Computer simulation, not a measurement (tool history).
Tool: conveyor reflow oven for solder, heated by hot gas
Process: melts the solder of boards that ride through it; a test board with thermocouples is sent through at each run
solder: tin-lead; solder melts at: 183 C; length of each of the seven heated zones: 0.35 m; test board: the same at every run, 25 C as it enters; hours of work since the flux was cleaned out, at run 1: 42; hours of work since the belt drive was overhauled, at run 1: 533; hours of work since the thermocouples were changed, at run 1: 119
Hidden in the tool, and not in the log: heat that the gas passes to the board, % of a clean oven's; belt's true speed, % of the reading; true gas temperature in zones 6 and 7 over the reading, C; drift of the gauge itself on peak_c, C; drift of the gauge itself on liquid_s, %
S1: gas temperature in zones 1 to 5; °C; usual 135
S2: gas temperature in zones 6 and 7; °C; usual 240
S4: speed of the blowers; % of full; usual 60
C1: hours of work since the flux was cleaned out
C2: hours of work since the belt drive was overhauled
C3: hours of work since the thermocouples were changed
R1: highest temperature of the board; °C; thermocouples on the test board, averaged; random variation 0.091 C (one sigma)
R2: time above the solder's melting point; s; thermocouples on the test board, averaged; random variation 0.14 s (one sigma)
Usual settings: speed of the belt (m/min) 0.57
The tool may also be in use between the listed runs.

Run 1, hour 0: usual settings; C1 42; C2 533; C3 119. Result: R1 223.56 °C, R2 59.4 s.
Run 2, hour 71.9: usual settings but S4 84 % of full; C1 93; C2 584; C3 169. Result: R1 229.29 °C, R2 63.6 s.
Run 3, hour 124.3: usual settings but S4 84 % of full; C1 129; C2 620; C3 206. Result: R1 229.13 °C, R2 63.7 s.
At hour 163.6: flux residue cleaned out of gas plates and filters.
Run 4, hour 187.3: usual settings; C1 17; C2 660; C3 246. Result: R1 224.19 °C, R2 60.3 s.
Run 5, hour 224.1: usual settings; C1 42; C2 686; C3 272. Result: R1 224.2 °C, R2 60.3 s.
Run 6, hour 287.4: usual settings but speed of the belt (m/min) 0.56; C1 86; C2 730; C3 316. Result: R1 224.76 °C, R2 62 s.
Run 7, hour 352.2: usual settings but speed of the belt (m/min) 0.56; C1 131; C2 775; C3 361. Result: R1 224.87 °C, R2 62 s.
At hour 392.1: flux residue cleaned out of gas plates and filters.
Run 8, hour 418.5: usual settings but speed of the belt (m/min) 0.56; C1 18; C2 818; C3 404. Result: R1 225.69 °C, R2 62.6 s.
Run 9, hour 481.6: usual settings but speed of the belt (m/min) 0.56; C1 62; C2 862; C3 448. Result: R1 225.65 °C, R2 62.5 s.
Run 10, hour 517.4: usual settings but speed of the belt (m/min) 0.56; C1 87; C2 887; C3 472. Result: R1 225.59 °C, R2 62.7 s.
Run 11, hour 573.7: usual settings but S1 147 °C, speed of the belt (m/min) 0.56; C1 127; C2 926; C3 512. Result: R1 227.53 °C, R2 68 s.
At hour 616.7: flux residue cleaned out of gas plates and filters.
Run 12, hour 653.1: usual settings but S1 147 °C, speed of the belt (m/min) 0.56, S4 64 % of full; C1 25; C2 978; C3 564. Result: R1 228.78 °C, R2 68.7 s.
At hour 695.8: thermocouples of zones 6 and 7 changed.
Run 13, hour 715.7: usual settings but S1 147 °C, speed of the belt (m/min) 0.56, S4 64 % of full; C1 68; C2 1020; C3 14. Result: R1 227.07 °C, R2 68.4 s.
Run 14, hour 756.8: usual settings but S1 147 °C, speed of the belt (m/min) 0.56, S4 64 % of full; C1 96; C2 1049; C3 42. Result: R1 227.23 °C, R2 68 s.
Run 15, hour 788.7: usual settings but S1 147 °C, speed of the belt (m/min) 0.56, S4 64 % of full; C1 119; C2 1071; C3 65. Result: R1 227.11 °C, R2 68.5 s.
At hour 846.3: flux residue cleaned out of gas plates and filters.
Run 16, hour 863.4: usual settings but S4 59 % of full; C1 12; C2 1120; C3 113. Result: R1 224.01 °C, R2 61.1 s.
Run 17, hour 908.9: usual settings but S4 59 % of full; C1 44; C2 1152; C3 145. Result: R1 223.89 °C, R2 60.6 s.
Run 18, hour 957.4: usual settings but S4 59 % of full; C1 77; C2 1185; C3 179. Result: R1 224.05 °C, R2 61.2 s.
Run 19, hour 1004.7: usual settings but S4 59 % of full; C1 110; C2 1218; C3 212. Result: R1 224.03 °C, R2 61 s.
At hour 1071.3: flux residue cleaned out of gas plates and filters.
Run 20, hour 1071.3: usual settings but S1 150 °C, S2 247 °C, speed of the belt (m/min) 0.628, S4 87 % of full; C1 0; C2 1261; C3 255. Result: R1 236.86 °C, R2 66.2 s.
Run 21, hour 1108.9: usual settings but S1 144 °C, S2 253 °C, speed of the belt (m/min) 0.589; C1 26; C2 1287; C3 281. Result: R1 236.92 °C, R2 69.2 s.
Run 22, hour 1181.8: usual settings but S1 144 °C, S2 253 °C, speed of the belt (m/min) 0.589; C1 77; C2 1338; C3 332. Result: R1 237.04 °C, R2 69.1 s.
At hour 1212.9: belt drive overhauled, speed set with a stopwatch.
Run 23, hour 1239.8: usual settings but S1 129 °C, speed of the belt (m/min) 0.612; C1 115; C2 19; C3 369. Result: R1 219.98 °C, R2 50.4 s.
At hour 1300.8: flux residue cleaned out of gas plates and filters.
Run 24, hour 1307.4: usual settings but S1 129 °C, speed of the belt (m/min) 0.612; C1 5; C2 62; C3 413. Result: R1 220.66 °C, R2 50.5 s.
Run 25, hour 1338.3: usual settings but S1 129 °C, S2 229 °C, speed of the belt (m/min) 0.64, S4 64 % of full; C1 26; C2 84; C3 434. Result: R1 210.7 °C, R2 41.8 s.
Run 26, hour 1405.8: usual settings but S1 133 °C, S4 51 % of full; C1 73; C2 131; C3 482. Result: R1 221.02 °C, R2 56.2 s.
Run 27, hour 1445.2: usual settings but S1 121 °C, S2 241 °C, speed of the belt (m/min) 0.485, S4 53 % of full; C1 101; C2 158; C3 509. Result: R1 226.72 °C, R2 67 s.
Run 28, hour 1512.1: usual settings but S1 121 °C, S2 241 °C, speed of the belt (m/min) 0.485, S4 53 % of full; C1 147; C2 205; C3 556. Result: R1 226.54 °C, R2 67.4 s.
At hour 1527: flux residue cleaned out of gas plates and filters.
At hour 1570.3: thermocouples of zones 6 and 7 changed.
Run 29, hour 1577.3: usual settings but speed of the belt (m/min) 0.555, S4 66 % of full; C1 34; C2 246; C3 5. Result: R1 225.4 °C, R2 62.1 s.

Hidden state at the last listed run before each entry between runs and at the first one after, where it differs:
Between runs 3 and 4: flux residue cleaned out of gas plates and filters (hour 163.6)
  heat that the gas passes to the board, % of a clean oven's: 97.1 -> 99.1; belt's true speed, % of the reading: 98.48 -> 98.38; true gas temperature in zones 6 and 7 over the reading, C: 0.68 -> 0.83
  measured less the result without the state, R1: +0.39 -> +1.11 °C; R2: +1.2 -> +1.8 s
Between runs 7 and 8: flux residue cleaned out of gas plates and filters (hour 392.1)
  heat that the gas passes to the board, % of a clean oven's: 97.3 -> 99.6; belt's true speed, % of the reading: 98.09 -> 97.96; true gas temperature in zones 6 and 7 over the reading, C: 1.27 -> 1.43
  measured less the result without the state, R1: +1.24 -> +1.88 °C; R2: +1.9 -> +2.5 s
Between runs 11 and 12: flux residue cleaned out of gas plates and filters (hour 616.7)
  heat that the gas passes to the board, % of a clean oven's: 97.8 -> 98.6; belt's true speed, % of the reading: 97.68 -> 97.54; true gas temperature in zones 6 and 7 over the reading, C: 1.84 -> 2.03
  measured less the result without the state, R1: +1.95 -> +2.28 °C; R2: +2.8 -> +3 s
Between runs 12 and 13: thermocouples of zones 6 and 7 changed (hour 695.8)
  heat that the gas passes to the board, % of a clean oven's: 98.6 -> 97.9; belt's true speed, % of the reading: 97.54 -> 97.43; true gas temperature in zones 6 and 7 over the reading, C: 2.03 -> 0.15
  measured less the result without the state, R1: +2.28 -> +0.49 °C; R2: +3 -> +2.1 s
Between runs 15 and 16: flux residue cleaned out of gas plates and filters (hour 846.3)
  heat that the gas passes to the board, % of a clean oven's: 97.1 -> 99.2; belt's true speed, % of the reading: 97.3 -> 97.18; true gas temperature in zones 6 and 7 over the reading, C: 0.34 -> 0.51
  measured less the result without the state, R1: +0.56 -> +1.27 °C; R2: +2.2 -> +2.6 s
Between runs 19 and 20: flux residue cleaned out of gas plates and filters (hour 1071.3)
  heat that the gas passes to the board, % of a clean oven's: 97.6 -> 99.2; belt's true speed, % of the reading: 96.93 -> 96.82; true gas temperature in zones 6 and 7 over the reading, C: 0.88 -> 1.04
  measured less the result without the state, R1: +1.38 -> +1.62 °C; R2: +2.9 -> +2.7 s
Between runs 22 and 23: belt drive overhauled, speed set with a stopwatch (hour 1212.9)
  heat that the gas passes to the board, % of a clean oven's: 98.1 -> 97.5; belt's true speed, % of the reading: 96.62 -> 100.16; true gas temperature in zones 6 and 7 over the reading, C: 1.32 -> 1.45
  measured less the result without the state, R1: +2.01 -> +0.62 °C; R2: +3.3 -> +0.3 s
Between runs 23 and 24: flux residue cleaned out of gas plates and filters (hour 1300.8)
  heat that the gas passes to the board, % of a clean oven's: 97.5 -> 99.7; belt's true speed, % of the reading: 100.16 -> 100.04; true gas temperature in zones 6 and 7 over the reading, C: 1.45 -> 1.6
  measured less the result without the state, R1: +0.62 -> +1.32 °C; R2: +0.3 -> +0.8 s
Between runs 28 and 29: flux residue cleaned out of gas plates and filters (hour 1527); thermocouples of zones 6 and 7 changed (hour 1570.3)
  heat that the gas passes to the board, % of a clean oven's: 97.5 -> 99.1; belt's true speed, % of the reading: 99.67 -> 99.55; true gas temperature in zones 6 and 7 over the reading, C: 2.14 -> -0.33
  measured less the result without the state, R1: +1.66 -> -0.34 °C; R2: +1.4 -> +0.1 s

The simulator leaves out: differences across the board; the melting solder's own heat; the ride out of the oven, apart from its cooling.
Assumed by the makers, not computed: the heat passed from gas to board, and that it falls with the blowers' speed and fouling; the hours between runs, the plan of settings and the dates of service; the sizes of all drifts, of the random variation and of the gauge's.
